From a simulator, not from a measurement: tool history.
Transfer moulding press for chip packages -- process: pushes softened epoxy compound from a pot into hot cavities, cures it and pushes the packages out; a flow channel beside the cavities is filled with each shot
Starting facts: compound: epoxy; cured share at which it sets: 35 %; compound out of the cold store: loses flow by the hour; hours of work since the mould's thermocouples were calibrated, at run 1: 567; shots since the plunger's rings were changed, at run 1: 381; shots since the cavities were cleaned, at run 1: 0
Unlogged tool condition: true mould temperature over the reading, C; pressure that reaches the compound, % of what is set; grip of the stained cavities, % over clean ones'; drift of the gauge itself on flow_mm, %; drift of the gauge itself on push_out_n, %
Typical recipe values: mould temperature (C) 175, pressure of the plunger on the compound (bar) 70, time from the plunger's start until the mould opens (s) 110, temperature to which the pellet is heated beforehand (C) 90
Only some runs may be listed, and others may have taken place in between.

run,hour,mould temperature (C),pressure of the plunger on the compound (bar),time from the plunger's start until the mould opens (s),temperature to which the pellet is heated beforehand (C),hours of work since the mould's thermocouples were calibrated,shots since the plunger's rings were changed,shots since the cavities were cleaned,incoming compound's hours out of the cold store,length that the compound runs in the flow channel (mm),greatest force on the pins that push the packages out (N)
1,0,175,70,110,90,567,381,0,42.4,645,390
2,18.1,175,70,110,90,579,581,200,31.4,687,473
3,47.7,175,70,110,90,600,909,528,11.9,768,633
# hour 57.2: cavities cleaned with cleaning compound and waxed
4,73.2,175,70,110,90,617,1175,177,25,699,480
5,88.8,175,70,110,90,628,1348,350,30.1,682,534
# hour 115.6: cavities cleaned with cleaning compound and waxed
6,124.5,175,70,110,90,651,1727,98,40.3,638,431
7,139.6,170,60.5,110,97,662,1894,265,34.1,629,708
8,161.3,181,70,96,90,677,2134,505,21.7,702,536
# hour 169.1: mould's thermocouples calibrated
# hour 175.4: cavities cleaned with cleaning compound and waxed
9,182.4,181,70,96,90,8,2330,78,25.3,679,375
10,216.7,181,70,96,90,32,2709,457,9,748,527

Each run again, without the hidden state but with its own random variation kept:
run,length that the compound runs in the flow channel (mm),greatest force on the pins that push the packages out (N)
1,648,366
2,692,353
3,775,388
4,707,369
5,691,360
6,649,350
7,641,489
8,717,329
9,696,330
10,769,344
